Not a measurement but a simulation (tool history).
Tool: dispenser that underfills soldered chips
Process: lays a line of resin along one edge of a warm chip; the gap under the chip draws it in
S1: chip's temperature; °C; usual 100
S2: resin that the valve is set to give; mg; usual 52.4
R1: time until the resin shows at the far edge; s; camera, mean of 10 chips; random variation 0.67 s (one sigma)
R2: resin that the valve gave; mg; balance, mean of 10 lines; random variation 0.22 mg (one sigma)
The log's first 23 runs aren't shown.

{"run": 24, "hour": 293.3, "S1": 100, "S2": 47.9, "R1": 80.0, "R2": 46.87}
{"hour": 295.9, "done": "new syringe of resin"}
{"hour": 308.7, "done": "new syringe of resin"}
{"run": 25, "hour": 310.9, "S1": 86, "S2": 67.9, "R1": 116.8, "R2": 65.76}
{"hour": 321.3, "done": "new syringe of resin"}
{"run": 26, "hour": 325.2, "S1": 111, "S2": 48.8, "R1": 42.1, "R2": 46.58}
{"hour": 334.7, "done": "new syringe of resin"}
{"run": 27, "hour": 340.1, "S1": 88, "S2": 67.3, "R1": 118.0, "R2": 63.91}
{"hour": 347.7, "done": "new syringe of resin"}
{"run": 28, "hour": 354.5, "S1": 100, "S2": 49.0, "R1": 74.5, "R2": 45.76}
{"hour": 360.0, "done": "new syringe of resin"}
{"run": 29, "hour": 371.4, "S1": 103, "S2": 60.2, "R1": 71.6, "R2": 56.04}
{"hour": 373.0, "done": "new syringe of resin"}
{"hour": 385.7, "done": "new syringe of resin"}
{"run": 30, "hour": 385.7, "S1": 93, "S2": 50.8, "R1": 84.1, "R2": 46.72}
{"run": 31, "hour": 397.4, "S1": 93, "S2": 50.8, "R1": 114.7, "R2": 46.07}
{"hour": 398.7, "done": "new syringe of resin"}
{"hour": 411.9, "done": "new syringe of resin"}
{"run": 32, "hour": 412.3, "S1": 106, "S2": 64.0, "R1": 47.2, "R2": 57.92}
{"run": 33, "hour": 420.6, "S1": 106, "S2": 64.0, "R1": 57.4, "R2": 57.36}

Forecast each of these 4 alternatives for the next run:
{"hour": 424.4, "done": "new syringe of resin"}
{"run": "A", "hour": 430.6, "S1": 113, "S2": 48.3, "R1": "?", "R2": "?"}
{"hour": 424.4, "done": "new syringe of resin"}
{"run": "B", "hour": 430.6, "S1": 110, "S2": 57.5, "R1": "?", "R2": "?"}
{"hour": 424.4, "done": "new syringe of resin"}
{"run": "C", "hour": 430.6, "S1": 111, "S2": 57.4, "R1": "?", "R2": "?"}
{"hour": 424.4, "done": "new syringe of resin"}
{"run": "D", "hour": 430.6, "S1": 100, "S2": 49.4, "R1": "?", "R2": "?"}

run=A R1=43.1 R2=43.37
run=B R1=47.1 R2=51.05
run=C R1=44.7 R2=51.08
run=D R1=74.4 R2=43.82
Without the tool's hidden state the same runs would have given:
run=A R1=35.3 R2=48.76
run=B R1=39.3 R2=57.40
run=C R1=37.3 R2=57.44
run=D R1=61.2 R2=49.26
